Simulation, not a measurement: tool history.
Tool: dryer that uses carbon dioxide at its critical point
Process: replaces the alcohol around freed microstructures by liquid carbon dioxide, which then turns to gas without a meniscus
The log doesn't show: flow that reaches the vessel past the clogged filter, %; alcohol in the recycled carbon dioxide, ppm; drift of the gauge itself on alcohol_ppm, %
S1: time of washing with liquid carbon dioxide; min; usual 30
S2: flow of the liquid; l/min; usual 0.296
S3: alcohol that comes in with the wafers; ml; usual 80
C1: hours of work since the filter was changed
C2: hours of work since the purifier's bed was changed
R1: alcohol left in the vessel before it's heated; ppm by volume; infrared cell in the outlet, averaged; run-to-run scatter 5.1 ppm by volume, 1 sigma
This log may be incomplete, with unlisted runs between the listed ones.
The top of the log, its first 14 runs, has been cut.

run   hour  S1     S2   S3   C1   C2    R1
 15  239.9  30  0.296   80  329  550   183
 16  250.1  30  0.296   80  334  555   192
     256.0  -- inlet filter changed
 17  266.8  30  0.296   80    6  564   135
 18  289.1  30  0.296   80   18  576   147
 19  306.3  41  0.186  119   27  585   373
 20  320.5  22  0.204   75   35  592  2126
 21  334.4  22  0.195   75   42  600  2646
 22  350.0  22  0.195   75   50  608  2549
 23  370.5  24  0.255   28   61  619   297
 24  385.3  24  0.255   28   69  627   302
 25  396.1  28  0.324   83   75  633   146
 26  415.1  30  0.296   53   85  643   137
 27  426.6  30  0.296   53   91  649   136
 28  441.1  30  0.296   53   99  657   145
 29  451.1  30  0.296   53  105  662   143
 30  464.9  35  0.378   53  112  670   109
 31  474.7  35  0.223   71  117  675   251
 32  494.8  26  0.369   59  128  686   127
 33  517.2  30  0.347   46  140  698   119
 34  537.5  30  0.347   46  151  709   121
 35  555.4  22  0.450   57  161  718   122
 36  571.0  22  0.450   57  169  727   132

What if the next run were any one of these 4? Each begins from the tool's condition after run 36:
  A  587.6  30  0.296   42  178  736   ?
  B  587.6  34  0.242   55  178  736   ?
  C  587.6  21  0.296   75  178  736   ?
  D  587.6  27  0.278  103  178  736   ?

run   R1
  A  151
  B  205
  C  687
  D  402
Without the tool's hidden state the same runs would have given:
run   R1
  A   37
  B   74
  C  461
  D  223

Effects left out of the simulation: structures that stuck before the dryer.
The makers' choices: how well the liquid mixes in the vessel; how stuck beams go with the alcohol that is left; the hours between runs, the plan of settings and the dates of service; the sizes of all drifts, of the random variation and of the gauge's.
